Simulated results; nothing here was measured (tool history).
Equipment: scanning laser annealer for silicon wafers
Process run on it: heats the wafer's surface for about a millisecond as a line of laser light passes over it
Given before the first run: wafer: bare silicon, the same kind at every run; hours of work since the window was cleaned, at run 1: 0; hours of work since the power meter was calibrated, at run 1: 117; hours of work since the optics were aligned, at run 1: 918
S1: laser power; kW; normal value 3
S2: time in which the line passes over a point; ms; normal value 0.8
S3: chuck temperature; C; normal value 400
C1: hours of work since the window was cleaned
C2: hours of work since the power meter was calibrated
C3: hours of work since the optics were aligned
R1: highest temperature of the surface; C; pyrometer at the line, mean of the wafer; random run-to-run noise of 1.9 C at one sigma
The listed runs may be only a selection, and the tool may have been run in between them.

Run 1, hour 0: usual settings; C1 0; C2 117; C3 918. Result: R1 1218 C.
Run 2, hour 12.3: usual settings; C1 9; C2 127; C3 928. Result: R1 1220 C.
Run 3, hour 24.8: usual settings but S2 0.639 ms; C1 18; C2 136; C3 937. Result: R1 1123 C.
Run 4, hour 41.1: usual settings but S2 0.639 ms; C1 31; C2 148; C3 949. Result: R1 1125 C.
Run 5, hour 55.1: usual settings but S2 0.639 ms; C1 41; C2 159; C3 960. Result: R1 1122 C.
Run 6, hour 70.8: usual settings; C1 53; C2 170; C3 971. Result: R1 1217 C.
Run 7, hour 95: usual settings; C1 71; C2 188; C3 989. Result: R1 1217 C.
Run 8, hour 111.5: usual settings; C1 83; C2 201; C3 1002. Result: R1 1212 C.
Run 9, hour 126: usual settings but S1 2.68 kW; C1 94; C2 211; C3 1012. Result: R1 1104 C.
Run 10, hour 141.8: usual settings but S1 2.68 kW; C1 106; C2 223; C3 1024. Result: R1 1100 C.
Run 11, hour 164.2: usual settings but S1 2.68 kW; C1 122; C2 240; C3 1041. Result: R1 1100 C.
Run 12, hour 177.5: usual settings but S1 2.68 kW; C1 132; C2 250; C3 1051. Result: R1 1102 C.
Run 13, hour 197: usual settings but S1 2.68 kW; C1 147; C2 264; C3 1065. Result: R1 1098 C.
Run 14, hour 208.5: usual settings but S1 2.68 kW; C1 155; C2 273; C3 1074. Result: R1 1098 C.
Run 15, hour 221.5: usual settings; C1 165; C2 283; C3 1084. Result: R1 1205 C.
Run 16, hour 244.9: usual settings but S3 390 C; C1 183; C2 300; C3 1101. Result: R1 1192 C.
Run 17, hour 258.5: usual settings but S2 0.83 ms; C1 193; C2 310; C3 1111. Result: R1 1220 C.
Run 18, hour 275.8: usual settings but S2 0.83 ms; C1 206; C2 323; C3 1124. Result: R1 1219 C.
Run 19, hour 299.4: usual settings but S2 0.83 ms; C1 223; C2 341; C3 1142. Result: R1 1220 C.
Run 20, hour 311.5: usual settings but S2 0.83 ms; C1 232; C2 350; C3 1151. Result: R1 1217 C.
Run 21, hour 329.1: usual settings but S2 0.83 ms; C1 245; C2 363; C3 1164. Result: R1 1213 C.
Run 22, hour 352.1: usual settings but S2 0.72 ms, S3 410 C; C1 263; C2 380; C3 1181. Result: R1 1163 C.
Run 23, hour 372.9: usual settings but S2 0.798 ms, S3 410 C; C1 278; C2 395; C3 1196. Result: R1 1208 C.
Run 24, hour 392.4: usual settings but S1 2.764 kW, S2 0.762 ms, S3 427 C; C1 293; C2 410; C3 1211. Result: R1 1124 C.
Run 25, hour 411: usual settings but S1 2.881 kW, S2 0.828 ms, S3 413 C; C1 306; C2 424; C3 1225. Result: R1 1182 C.
Run 26, hour 436.3: usual settings but S1 3.253 kW, S2 0.829 ms, S3 368 C; C1 325; C2 443; C3 1244. Result: R1 1261 C.
Run 27, hour 454.2: usual settings but S1 2.648 kW, S2 0.989 ms, S3 368 C; C1 339; C2 456; C3 1257. Result: R1 1125 C.
At hour 457.7: window over the wafer cleaned.
Run 28, hour 472.4: usual settings but S3 365 C; C1 11; C2 468; C3 1269. Result: R1 1149 C.
Run 29, hour 494.2: usual settings but S3 370 C; C1 27; C2 484; C3 1285. Result: R1 1153 C.
Run 30, hour 508: usual settings but S1 3.082 kW, S2 0.807 ms, S3 370 C; C1 38; C2 495; C3 1296. Result: R1 1187 C.
Run 31, hour 519.6: usual settings but S1 3.082 kW, S2 0.807 ms, S3 370 C; C1 46; C2 503; C3 1304. Result: R1 1185 C.
Run 32, hour 538.2: usual settings but S1 2.668 kW, S2 0.875 ms; C1 60; C2 517; C3 1318. Result: R1 1111 C.
Run 33, hour 550.4: usual settings but S1 2.668 kW, S2 0.875 ms; C1 69; C2 526; C3 1327. Result: R1 1107 C.
Run 34, hour 572.2: usual settings but S2 0.738 ms, S3 381 C; C1 85; C2 543; C3 1344. Result: R1 1125 C.
Run 35, hour 594.2: usual settings but S2 0.738 ms, S3 381 C; C1 102; C2 559; C3 1360. Result: R1 1123 C.
Run 36, hour 611: usual settings but S2 0.738 ms, S3 381 C; C1 114; C2 572; C3 1373. Result: R1 1124 C.
At hour 614.9: window over the wafer cleaned, once more.
Run 37, hour 631.3: usual settings but S1 2.729 kW, S2 0.68 ms, S3 399 C; C1 12; C2 585; C3 1386. Result: R1 1059 C.
Run 38, hour 657.1: usual settings but S1 2.812 kW, S3 402 C; C1 32; C2 604; C3 1405. Result: R1 1151 C.
Run 39, hour 675.5: usual settings but S1 2.812 kW, S3 402 C; C1 45; C2 618; C3 1419. Result: R1 1148 C.
Run 40, hour 701.1: usual settings but S1 2.812 kW, S3 373 C; C1 64; C2 637; C3 1438. Result: R1 1123 C.
Run 41, hour 720.7: usual settings but S1 2.865 kW, S2 0.626 ms, S3 413 C; C1 79; C2 652; C3 1453. Result: R1 1075 C.
Run 42, hour 734.5: usual settings but S2 0.66 ms; C1 89; C2 662; C3 1463. Result: R1 1127 C.

Entry by entry between the runs, the difference in hidden state between the last listed run before and the first listed run after:
Between runs 27 and 28: window over the wafer cleaned (hour 457.7)
  light that passes the window, % of a clean one's: 97.14 -> 96.77; width of the line over the set one, %: 3.25 -> 3.27
  measured less the result without the state, R1: -50 -> -55 C
Between runs 36 and 37: window over the wafer cleaned, once more (hour 614.9)
  light that passes the window, % of a clean one's: 96.03 -> 99.7; laser's true power over the reading, %: -0.43 -> -0.44; width of the line over the set one, %: 3.53 -> 3.56
  measured less the result without the state, R1: -62 -> -23 C

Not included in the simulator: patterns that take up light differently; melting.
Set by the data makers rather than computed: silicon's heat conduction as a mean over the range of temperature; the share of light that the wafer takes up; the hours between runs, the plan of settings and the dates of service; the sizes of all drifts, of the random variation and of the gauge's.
